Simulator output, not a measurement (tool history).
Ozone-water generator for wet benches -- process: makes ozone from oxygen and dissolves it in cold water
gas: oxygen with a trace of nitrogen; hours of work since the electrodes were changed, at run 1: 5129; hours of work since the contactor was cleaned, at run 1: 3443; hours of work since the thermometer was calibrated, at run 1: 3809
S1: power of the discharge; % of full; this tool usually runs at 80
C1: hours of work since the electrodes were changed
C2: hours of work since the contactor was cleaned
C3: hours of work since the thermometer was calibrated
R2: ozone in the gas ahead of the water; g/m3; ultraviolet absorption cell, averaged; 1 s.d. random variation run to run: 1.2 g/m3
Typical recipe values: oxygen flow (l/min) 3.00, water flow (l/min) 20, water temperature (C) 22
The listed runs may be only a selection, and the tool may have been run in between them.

{"run": 1, "day": 0.0, "S1": 80, "oxygen flow (l/min)": 3.0, "water flow (l/min)": 20, "water temperature (C)": 22, "C1": 5129, "C2": 3443, "C3": 3809, "dissolved ozone (ppm)": 14.5, "R2": 190.4}
{"run": 2, "day": 6.192, "S1": 80, "oxygen flow (l/min)": 3.0, "water flow (l/min)": 20, "water temperature (C)": 22, "C1": 5238, "C2": 3552, "C3": 3919, "dissolved ozone (ppm)": 14.2, "R2": 191.0}
{"run": 3, "day": 9.679, "S1": 80, "oxygen flow (l/min)": 3.0, "water flow (l/min)": 20, "water temperature (C)": 22, "C1": 5300, "C2": 3613, "C3": 3980, "dissolved ozone (ppm)": 14.2, "R2": 191.3}
{"run": 4, "day": 14.425, "S1": 80, "oxygen flow (l/min)": 3.0, "water flow (l/min)": 20, "water temperature (C)": 22, "C1": 5383, "C2": 3697, "C3": 4064, "dissolved ozone (ppm)": 14.4, "R2": 191.4}
{"run": 5, "day": 21.767, "S1": 80, "oxygen flow (l/min)": 3.0, "water flow (l/min)": 20, "water temperature (C)": 22, "C1": 5513, "C2": 3827, "C3": 4193, "dissolved ozone (ppm)": 14.3, "R2": 189.2}
{"run": 6, "day": 27.854, "S1": 73, "oxygen flow (l/min)": 3.0, "water flow (l/min)": 20, "water temperature (C)": 22, "C1": 5620, "C2": 3934, "C3": 4301, "dissolved ozone (ppm)": 13.2, "R2": 174.3}
{"day": 33.154, "done": "water thermometer calibrated"}
{"run": 7, "day": 35.854, "S1": 73, "oxygen flow (l/min)": 3.0, "water flow (l/min)": 20, "water temperature (C)": 22, "C1": 5761, "C2": 4075, "C3": 48, "dissolved ozone (ppm)": 13.3, "R2": 174.6}
{"run": 8, "day": 40.683, "S1": 73, "oxygen flow (l/min)": 3.0, "water flow (l/min)": 20, "water temperature (C)": 22, "C1": 5846, "C2": 4160, "C3": 133, "dissolved ozone (ppm)": 13.1, "R2": 175.3}
{"run": 9, "day": 46.6, "S1": 73, "oxygen flow (l/min)": 3.0, "water flow (l/min)": 20, "water temperature (C)": 22, "C1": 5950, "C2": 4264, "C3": 237, "dissolved ozone (ppm)": 13.0, "R2": 172.3}
{"run": 10, "day": 54.333, "S1": 73, "oxygen flow (l/min)": 3.0, "water flow (l/min)": 20, "water temperature (C)": 22, "C1": 6087, "C2": 4401, "C3": 374, "dissolved ozone (ppm)": 13.0, "R2": 173.9}
{"day": 55.804, "done": "contactor cleaned"}
{"run": 11, "day": 58.654, "S1": 80, "oxygen flow (l/min)": 3.0, "water flow (l/min)": 20, "water temperature (C)": 22, "C1": 6160, "C2": 50, "C3": 447, "dissolved ozone (ppm)": 14.4, "R2": 184.5}
{"run": 12, "day": 65.633, "S1": 80, "oxygen flow (l/min)": 3.0, "water flow (l/min)": 20, "water temperature (C)": 22, "C1": 6283, "C2": 173, "C3": 570, "dissolved ozone (ppm)": 14.2, "R2": 185.9}
{"run": 13, "day": 73.996, "S1": 80, "oxygen flow (l/min)": 3.0, "water flow (l/min)": 20, "water temperature (C)": 22, "C1": 6430, "C2": 321, "C3": 717, "dissolved ozone (ppm)": 14.1, "R2": 185.4}
{"run": 14, "day": 81.171, "S1": 56, "oxygen flow (l/min)": 3.0, "water flow (l/min)": 20, "water temperature (C)": 22, "C1": 6557, "C2": 447, "C3": 844, "dissolved ozone (ppm)": 10.7, "R2": 141.2}
{"run": 15, "day": 88.596, "S1": 56, "oxygen flow (l/min)": 3.0, "water flow (l/min)": 20, "water temperature (C)": 22, "C1": 6688, "C2": 578, "C3": 975, "dissolved ozone (ppm)": 10.3, "R2": 139.3}
{"run": 16, "day": 92.904, "S1": 80, "oxygen flow (l/min)": 3.0, "water flow (l/min)": 20, "water temperature (C)": 22, "C1": 6764, "C2": 654, "C3": 1051, "dissolved ozone (ppm)": 13.9, "R2": 183.4}
{"run": 17, "day": 98.888, "S1": 80, "oxygen flow (l/min)": 3.0, "water flow (l/min)": 20, "water temperature (C)": 22, "C1": 6869, "C2": 760, "C3": 1156, "dissolved ozone (ppm)": 14.1, "R2": 185.9}
{"run": 18, "day": 106.338, "S1": 80, "oxygen flow (l/min)": 3.0, "water flow (l/min)": 20, "water temperature (C)": 22, "C1": 7001, "C2": 891, "C3": 1288, "dissolved ozone (ppm)": 13.8, "R2": 181.6}
{"run": 19, "day": 113.829, "S1": 80, "oxygen flow (l/min)": 3.0, "water flow (l/min)": 20, "water temperature (C)": 22, "C1": 7133, "C2": 1023, "C3": 1420, "dissolved ozone (ppm)": 13.9, "R2": 182.7}
{"run": 20, "day": 121.888, "S1": 80, "oxygen flow (l/min)": 3.78, "water flow (l/min)": 14, "water temperature (C)": 25, "C1": 7275, "C2": 1165, "C3": 1562, "dissolved ozone (ppm)": 16.7, "R2": 156.2}
{"run": 21, "day": 129.971, "S1": 44, "oxygen flow (l/min)": 2.46, "water flow (l/min)": 17, "water temperature (C)": 14, "C1": 7418, "C2": 1308, "C3": 1705, "dissolved ozone (ppm)": 10.4, "R2": 128.3}
{"run": 22, "day": 136.296, "S1": 44, "oxygen flow (l/min)": 2.46, "water flow (l/min)": 17, "water temperature (C)": 14, "C1": 7529, "C2": 1419, "C3": 1816, "dissolved ozone (ppm)": 10.6, "R2": 128.5}
{"run": 23, "day": 139.762, "S1": 47, "oxygen flow (l/min)": 5.22, "water flow (l/min)": 23, "water temperature (C)": 15, "C1": 7590, "C2": 1481, "C3": 1877, "dissolved ozone (ppm)": 8.8, "R2": 86.2}
{"run": 24, "day": 146.483, "S1": 47, "oxygen flow (l/min)": 5.22, "water flow (l/min)": 23, "water temperature (C)": 15, "C1": 7709, "C2": 1599, "C3": 1996, "dissolved ozone (ppm)": 8.8, "R2": 85.3}
{"run": 25, "day": 153.508, "S1": 98, "oxygen flow (l/min)": 3.69, "water flow (l/min)": 25, "water temperature (C)": 16, "C1": 7833, "C2": 1723, "C3": 2120, "dissolved ozone (ppm)": 13.6, "R2": 184.9}
{"run": 26, "day": 160.546, "S1": 61, "oxygen flow (l/min)": 3.15, "water flow (l/min)": 13, "water temperature (C)": 23, "C1": 7957, "C2": 1847, "C3": 2244, "dissolved ozone (ppm)": 15.2, "R2": 140.9}
{"run": 27, "day": 163.988, "S1": 59, "oxygen flow (l/min)": 3.43, "water flow (l/min)": 20, "water temperature (C)": 22, "C1": 8018, "C2": 1908, "C3": 2304, "dissolved ozone (ppm)": 10.7, "R2": 130.6}
{"run": 28, "day": 167.85, "S1": 75, "oxygen flow (l/min)": 3.0, "water flow (l/min)": 20, "water temperature (C)": 14, "C1": 8086, "C2": 1976, "C3": 2372, "dissolved ozone (ppm)": 14.1, "R2": 167.8}
{"run": 29, "day": 174.671, "S1": 67, "oxygen flow (l/min)": 5.35, "water flow (l/min)": 25, "water temperature (C)": 17, "C1": 8206, "C2": 2096, "C3": 2493, "dissolved ozone (ppm)": 10.4, "R2": 108.8}
{"run": 30, "day": 182.521, "S1": 67, "oxygen flow (l/min)": 5.35, "water flow (l/min)": 25, "water temperature (C)": 17, "C1": 8344, "C2": 2235, "C3": 2631, "dissolved ozone (ppm)": 10.4, "R2": 108.0}
{"run": 31, "day": 189.817, "S1": 95, "oxygen flow (l/min)": 2.13, "water flow (l/min)": 26, "water temperature (C)": 17, "C1": 8473, "C2": 2363, "C3": 2760, "dissolved ozone (ppm)": 11.7, "R2": 246.6}
{"run": 32, "day": 198.096, "S1": 95, "oxygen flow (l/min)": 1.76, "water flow (l/min)": 28, "water temperature (C)": 17, "C1": 8619, "C2": 2509, "C3": 2906, "dissolved ozone (ppm)": 10.4, "R2": 273.2}

Forecast each of these 3 alternatives for the next run:
{"run": "A", "day": 202.658, "S1": 95, "oxygen flow (l/min)": 2.81, "water flow (l/min)": 18, "water temperature (C)": 27, "C1": 8699, "C2": 2590, "C3": 2986, "dissolved ozone (ppm)": "?", "R2": "?"}
{"run": "B", "day": 202.658, "S1": 76, "oxygen flow (l/min)": 3.77, "water flow (l/min)": 28, "water temperature (C)": 18, "C1": 8699, "C2": 2590, "C3": 2986, "dissolved ozone (ppm)": "?", "R2": "?"}
{"run": "C", "day": 202.658, "S1": 79, "oxygen flow (l/min)": 2.38, "water flow (l/min)": 28, "water temperature (C)": 18, "C1": 8699, "C2": 2590, "C3": 2986, "dissolved ozone (ppm)": "?", "R2": "?"}

run=A dissolved_ozone_(ppm)=15.2 R2=207.4
run=B dissolved_ozone_(ppm)=9.9 R2=147.0
run=C dissolved_ozone_(ppm)=9.4 R2=198.2
Take away the tool's hidden state, keep each run's random variation, and the runs would have read:
run=A dissolved_ozone_(ppm)=20.0 R2=265.8
run=B dissolved_ozone_(ppm)=12.6 R2=181.7
run=C dissolved_ozone_(ppm)=12.0 R2=246.6

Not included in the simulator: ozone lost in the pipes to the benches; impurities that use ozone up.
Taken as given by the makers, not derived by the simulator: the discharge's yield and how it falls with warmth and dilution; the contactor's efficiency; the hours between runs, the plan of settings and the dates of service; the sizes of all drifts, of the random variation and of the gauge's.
